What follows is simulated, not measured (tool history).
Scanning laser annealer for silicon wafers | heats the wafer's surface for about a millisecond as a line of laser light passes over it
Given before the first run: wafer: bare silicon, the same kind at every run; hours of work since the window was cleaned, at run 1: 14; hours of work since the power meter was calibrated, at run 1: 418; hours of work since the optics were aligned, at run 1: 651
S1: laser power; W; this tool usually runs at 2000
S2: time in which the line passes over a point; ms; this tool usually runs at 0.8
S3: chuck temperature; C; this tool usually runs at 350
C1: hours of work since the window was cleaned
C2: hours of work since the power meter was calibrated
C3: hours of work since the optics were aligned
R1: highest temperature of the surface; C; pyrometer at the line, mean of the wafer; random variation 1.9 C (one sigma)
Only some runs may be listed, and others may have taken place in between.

run	hour	S1	S2	S3	C1	C2	C3	R1
1	0	2000	0.8	350	14	418	651	1147
2	30.9	2000	0.8	350	31	435	668	1146
3	52.3	2000	0.8	350	42	446	680	1146
4	83	2000	0.8	350	59	463	696	1145
5	98	2000	0.8	325	67	471	704	1122
6	119.9	2000	0.8	325	79	483	716	1121
7	156.4	2000	0.8	325	99	503	736	1116
8	182.7	2000	0.8	325	113	517	750	1120
9	212.4	2000	0.629	350	129	533	766	1049
10	233.1	2000	0.8	350	140	544	777	1141
11	250.2	2000	0.8	350	149	553	787	1138
12	283.2	2000	0.976	350	167	571	805	1223
13	314.1	2000	0.976	350	184	588	821	1217
14	332.8	2000	0.8	327	194	598	831	1114
15	361.4	2000	0.8	327	209	614	847	1110
16	390	2191	0.8	350	225	629	862	1236
17	418.4	2191	0.8	350	240	644	878	1230
18	446.4	2191	0.8	350	255	659	893	1231
# hour 453.2: optics aligned, line set to its width
19	476.4	2191	0.8	347	269	673	13	1221
20	506.2	2191	0.8	347	285	689	29	1222
21	527.9	2000	0.828	350	297	701	40	1136
22	549.2	1877	0.8	350	308	712	52	1058
23	572.1	2000	0.8	379	321	725	64	1149
24	587.3	1850	0.8	320	329	733	73	1017
25	604.3	1775	0.642	388	338	742	82	977
# hour 612.6: optics aligned, line set to its width, once more
26	629.8	1775	0.614	317	349	753	9	900
27	651.6	1775	0.753	317	361	765	21	964
28	686.1	1775	0.902	317	380	784	40	1023
29	718.4	1775	0.902	317	397	801	57	1024
30	746.7	2000	0.968	350	413	817	73	1210
31	766.1	2000	0.968	350	423	827	83	1207
32	794.4	2000	0.968	350	438	842	98	1205
33	828.3	2000	0.968	350	457	861	117	1202
34	853	2000	0.8	353	470	874	130	1131
35	871.3	2181	0.768	330	480	884	140	1177
36	887.1	2046	0.843	312	488	892	149	1132
# hour 911: window over the wafer cleaned
37	916.7	2054	0.598	385	3	907	163	1104
38	939.2	2000	0.624	378	15	920	176	1089
39	975.9	1935	0.892	350	35	939	195	1162
40	994.1	2000	0.8	348	45	949	205	1147

Each row is a separate what-if for the run after 40, all from the same tool condition, not one after another. Results?
A	1018.5	1796	0.8	350	58	962	218	?
B	1018.5	2000	0.576	356	58	962	218	?
C	1018.5	1782	0.8	348	58	962	218	?

run	R1
A	1043
B	1037
C	1035
With the hidden condition removed and each run's random variation left untouched, the same runs would have given:
run	R1
A	1047
B	1041
C	1038
